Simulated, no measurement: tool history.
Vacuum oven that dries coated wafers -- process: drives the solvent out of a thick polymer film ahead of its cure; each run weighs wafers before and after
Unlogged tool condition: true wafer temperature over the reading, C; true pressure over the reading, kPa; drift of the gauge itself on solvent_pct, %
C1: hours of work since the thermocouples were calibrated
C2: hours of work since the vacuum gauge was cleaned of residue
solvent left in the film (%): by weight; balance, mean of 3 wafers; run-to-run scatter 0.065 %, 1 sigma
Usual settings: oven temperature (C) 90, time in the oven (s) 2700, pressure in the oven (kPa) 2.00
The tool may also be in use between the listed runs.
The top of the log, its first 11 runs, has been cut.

{"run": 12, "hour": 365.0, "oven temperature (C)": 90, "time in the oven (s)": 2700, "pressure in the oven (kPa)": 2.02, "C1": 645, "C2": 523, "solvent left in the film (%)": 4.55}
{"run": 13, "hour": 396.0, "oven temperature (C)": 90, "time in the oven (s)": 2700, "pressure in the oven (kPa)": 2.0, "C1": 663, "C2": 541, "solvent left in the film (%)": 4.37}
{"run": 14, "hour": 448.6, "oven temperature (C)": 90, "time in the oven (s)": 2700, "pressure in the oven (kPa)": 2.0, "C1": 693, "C2": 571, "solvent left in the film (%)": 4.56}
{"run": 15, "hour": 503.0, "oven temperature (C)": 90, "time in the oven (s)": 2700, "pressure in the oven (kPa)": 2.0, "C1": 725, "C2": 603, "solvent left in the film (%)": 4.52}
{"run": 16, "hour": 551.3, "oven temperature (C)": 99, "time in the oven (s)": 2700, "pressure in the oven (kPa)": 2.0, "C1": 753, "C2": 631, "solvent left in the film (%)": 2.26}
{"run": 17, "hour": 581.3, "oven temperature (C)": 99, "time in the oven (s)": 2700, "pressure in the oven (kPa)": 2.0, "C1": 770, "C2": 648, "solvent left in the film (%)": 2.2}
{"run": 18, "hour": 636.9, "oven temperature (C)": 99, "time in the oven (s)": 2700, "pressure in the oven (kPa)": 2.0, "C1": 802, "C2": 680, "solvent left in the film (%)": 2.31}
{"run": 19, "hour": 680.4, "oven temperature (C)": 99, "time in the oven (s)": 2700, "pressure in the oven (kPa)": 2.0, "C1": 828, "C2": 706, "solvent left in the film (%)": 2.27}
{"run": 20, "hour": 727.0, "oven temperature (C)": 99, "time in the oven (s)": 2700, "pressure in the oven (kPa)": 2.0, "C1": 855, "C2": 733, "solvent left in the film (%)": 2.29}
{"run": 21, "hour": 754.4, "oven temperature (C)": 99, "time in the oven (s)": 2700, "pressure in the oven (kPa)": 2.0, "C1": 870, "C2": 749, "solvent left in the film (%)": 2.29}
{"run": 22, "hour": 798.1, "oven temperature (C)": 99, "time in the oven (s)": 2700, "pressure in the oven (kPa)": 2.0, "C1": 896, "C2": 774, "solvent left in the film (%)": 2.39}
{"run": 23, "hour": 831.1, "oven temperature (C)": 99, "time in the oven (s)": 2700, "pressure in the oven (kPa)": 2.0, "C1": 915, "C2": 793, "solvent left in the film (%)": 2.29}
{"run": 24, "hour": 882.7, "oven temperature (C)": 90, "time in the oven (s)": 2940, "pressure in the oven (kPa)": 2.09, "C1": 945, "C2": 823, "solvent left in the film (%)": 4.45}
{"run": 25, "hour": 927.7, "oven temperature (C)": 97, "time in the oven (s)": 2700, "pressure in the oven (kPa)": 7.34, "C1": 971, "C2": 849, "solvent left in the film (%)": 7.89}
{"run": 26, "hour": 956.9, "oven temperature (C)": 78, "time in the oven (s)": 1500, "pressure in the oven (kPa)": 1.43, "C1": 988, "C2": 866, "solvent left in the film (%)": 11.86}

The next listed run, before its measurement:
{"run": 27, "hour": 1009.1, "oven temperature (C)": 77, "time in the oven (s)": 2700, "pressure in the oven (kPa)": 4.9, "C1": 1018, "C2": 896, "solvent left in the film (%)": "?"}

solvent left in the film (%): 14.60
Minus the tool's unlogged condition, the same run would have read solvent left in the film (%) 13.80.
